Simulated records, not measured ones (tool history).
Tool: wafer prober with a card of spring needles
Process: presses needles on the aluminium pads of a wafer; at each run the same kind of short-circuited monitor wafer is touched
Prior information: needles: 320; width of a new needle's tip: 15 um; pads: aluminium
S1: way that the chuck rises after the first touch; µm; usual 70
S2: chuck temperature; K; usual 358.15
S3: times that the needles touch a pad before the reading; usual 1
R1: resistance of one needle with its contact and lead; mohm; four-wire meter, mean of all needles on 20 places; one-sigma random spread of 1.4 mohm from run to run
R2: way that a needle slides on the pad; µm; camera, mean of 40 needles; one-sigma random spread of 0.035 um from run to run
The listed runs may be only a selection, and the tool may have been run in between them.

Run 1, hour 0: usual settings. Result: R1 120 mohm, R2 15.58 µm.
Run 2, hour 9.1: usual settings. Result: R1 122 mohm, R2 15.52 µm.
Run 3, hour 24.9: usual settings. Result: R1 121 mohm, R2 15.55 µm.
Run 4, hour 35.3: usual settings. Result: R1 121 mohm, R2 15.53 µm.
Run 5, hour 51.4: usual settings. Result: R1 119 mohm, R2 15.57 µm.
Run 6, hour 63.3: usual settings but S1 60 µm. Result: R1 126 mohm, R2 13.25 µm.
Run 7, hour 73: usual settings but S1 60 µm. Result: R1 125 mohm, R2 13.27 µm.
Run 8, hour 83.6: usual settings but S1 60 µm. Result: R1 125 mohm, R2 13.27 µm.
Run 9, hour 94.2: usual settings but S1 60 µm. Result: R1 123 mohm, R2 13.28 µm.
Run 10, hour 111.1: usual settings but S2 379.15 K. Result: R1 123 mohm, R2 15.5 µm.
Run 11, hour 121.2: usual settings but S2 379.15 K. Result: R1 128 mohm, R2 15.47 µm.
Run 12, hour 131: usual settings but S2 326.15 K. Result: R1 116 mohm, R2 15.53 µm.
Run 13, hour 146.4: usual settings but S2 326.15 K. Result: R1 117 mohm, R2 15.5 µm.
Run 14, hour 159.3: usual settings. Result: R1 122 mohm, R2 15.46 µm.
Run 15, hour 168.6: usual settings but S1 75 µm. Result: R1 119 mohm, R2 16.65 µm.
Run 16, hour 182.4: usual settings but S2 325.15 K. Result: R1 117 mohm, R2 15.47 µm.
Run 17, hour 197.7: usual settings but S1 62 µm, S2 374.15 K, S3 2. Result: R1 125 mohm, R2 13.7 µm.
Run 18, hour 206.1: usual settings but S2 305.15 K, S3 2. Result: R1 114 mohm, R2 15.54 µm.
Run 19, hour 219: usual settings but S2 305.15 K, S3 2. Result: R1 114 mohm, R2 15.46 µm.
Run 20, hour 231.7: usual settings but S1 87 µm, S2 299.15 K. Result: R1 109 mohm, R2 19.27 µm.
Run 21, hour 241: usual settings but S1 87 µm, S2 299.15 K. Result: R1 109 mohm, R2 19.26 µm.
Run 22, hour 250.5: usual settings but S1 84 µm, S3 2. Result: R1 118 mohm, R2 18.59 µm.
Run 23, hour 260.7: usual settings but S1 77 µm, S2 327.15 K. Result: R1 117 mohm, R2 17.02 µm.
Run 24, hour 271.1: usual settings but S1 71 µm, S2 320.15 K. Result: R1 117 mohm, R2 15.7 µm.
Run 25, hour 279.2: usual settings but S1 71 µm, S2 320.15 K. Result: R1 115 mohm, R2 15.77 µm.
Run 26, hour 290.7: usual settings but S1 51 µm, S2 396.15 K, S3 2. Result: R1 135 mohm, R2 11.29 µm.
Run 27, hour 302.1: usual settings but S1 78 µm, S3 3. Result: R1 120 mohm, R2 17.24 µm.
Run 28, hour 311.2: usual settings but S1 78 µm, S3 3. Result: R1 117 mohm, R2 17.32 µm.
Run 29, hour 328.1: usual settings but S1 78 µm, S2 312.15 K, S3 2. Result: R1 115 mohm, R2 17.22 µm.
Run 30, hour 335.6: usual settings but S1 62 µm, S2 302.15 K, S3 2. Result: R1 115 mohm, R2 13.7 µm.
Run 31, hour 343.8: usual settings but S1 73 µm, S2 362.15 K, S3 2. Result: R1 121 mohm, R2 16.27 µm.
Run 32, hour 351.3: usual settings but S1 73 µm, S2 313.15 K, S3 2. Result: R1 115 mohm, R2 16.16 µm.

Not shown here: 30 entries made in the log between runs. Locate each between two listed runs and compare the hidden state at the listed run before it with the hidden state at the listed run after it:
After run 2, before run 3: tips cleaned on abrasive film (hour 10.5); tips cleaned on abrasive film (hour 22.7)
  debris on the tips, nm: 0.6 -> 0.2
After run 3, before run 4: tips cleaned on abrasive film (hour 34.7)
  debris on the tips, nm: 0.2 -> 0.1
After run 4, before run 5: tips cleaned on abrasive film (hour 46.8)
  debris on the tips, nm: 0.1 -> 0.3
After run 5, before run 6: tips cleaned on abrasive film (hour 59.1)
  the hidden state is the same at both runs
After run 6, before run 7: tips cleaned on abrasive film (hour 71.4)
  debris on the tips, nm: 0.3 -> 0.2
After run 7, before run 8: tips cleaned on abrasive film (hour 82.9)
  debris on the tips, nm: 0.2 -> 0.1
After run 9, before run 10: tips cleaned on abrasive film (hour 95); height of the first contact set anew (hour 100.9); tips cleaned on abrasive film (hour 107.3)
  debris on the tips, nm: 0.6 -> 0.3
After run 10, before run 11: tips cleaned on abrasive film (hour 119.8)
  debris on the tips, nm: 0.3 -> 0.1
After run 12, before run 13: tips cleaned on abrasive film (hour 132.7); tips cleaned on abrasive film (hour 144.5)
  debris on the tips, nm: 0.6 -> 0.2
After run 13, before run 14: tips cleaned on abrasive film (hour 156.5)
  debris on the tips, nm: 0.2 -> 0.3
After run 14, before run 15: tips cleaned on abrasive film (hour 168.3)
  debris on the tips, nm: 0.3 -> 0.1
After run 15, before run 16: tips cleaned on abrasive film (hour 180.3)
  debris on the tips, nm: 0.1 -> 0.2
After run 16, before run 17: tips cleaned on abrasive film (hour 192.2)
  debris on the tips, nm: 0.2 -> 0.4
After run 17, before run 18: tips cleaned on abrasive film (hour 203.9)
  debris on the tips, nm: 0.4 -> 0.2
After run 18, before run 19: tips cleaned on abrasive film (hour 216.2)
  debris on the tips, nm: 0.2 -> 0.3
After run 19, before run 20: tips cleaned on abrasive film (hour 227.8)
  debris on the tips, nm: 0.3 -> 0.4
After run 20, before run 21: tips cleaned on abrasive film (hour 239.3)
  debris on the tips, nm: 0.4 -> 0.2
After run 22, before run 23: tips cleaned on abrasive film (hour 252)
  debris on the tips, nm: 0.6 -> 0.5
After run 23, before run 24: tips cleaned on abrasive film (hour 264)
  debris on the tips, nm: 0.5 -> 0.4
After run 24, before run 25: tips cleaned on abrasive film (hour 276)
  debris on the tips, nm: 0.4 -> 0.2
After run 25, before run 26: tips cleaned on abrasive film (hour 288.8)
  the hidden state is the same at both runs
After run 26, before run 27: tips cleaned on abrasive film (hour 300.8)
  debris on the tips, nm: 0.2 -> 0.1
After run 28, before run 29: tips cleaned on abrasive film (hour 313.3); tips cleaned on abrasive film (hour 325.7)
  debris on the tips, nm: 0.6 -> 0.3
After run 30, before run 31: tips cleaned on abrasive film (hour 338.2)
  debris on the tips, nm: 0.6 -> 0.4
After run 31, before run 32: tips cleaned on abrasive film (hour 350)
  debris on the tips, nm: 0.4 -> 0.1

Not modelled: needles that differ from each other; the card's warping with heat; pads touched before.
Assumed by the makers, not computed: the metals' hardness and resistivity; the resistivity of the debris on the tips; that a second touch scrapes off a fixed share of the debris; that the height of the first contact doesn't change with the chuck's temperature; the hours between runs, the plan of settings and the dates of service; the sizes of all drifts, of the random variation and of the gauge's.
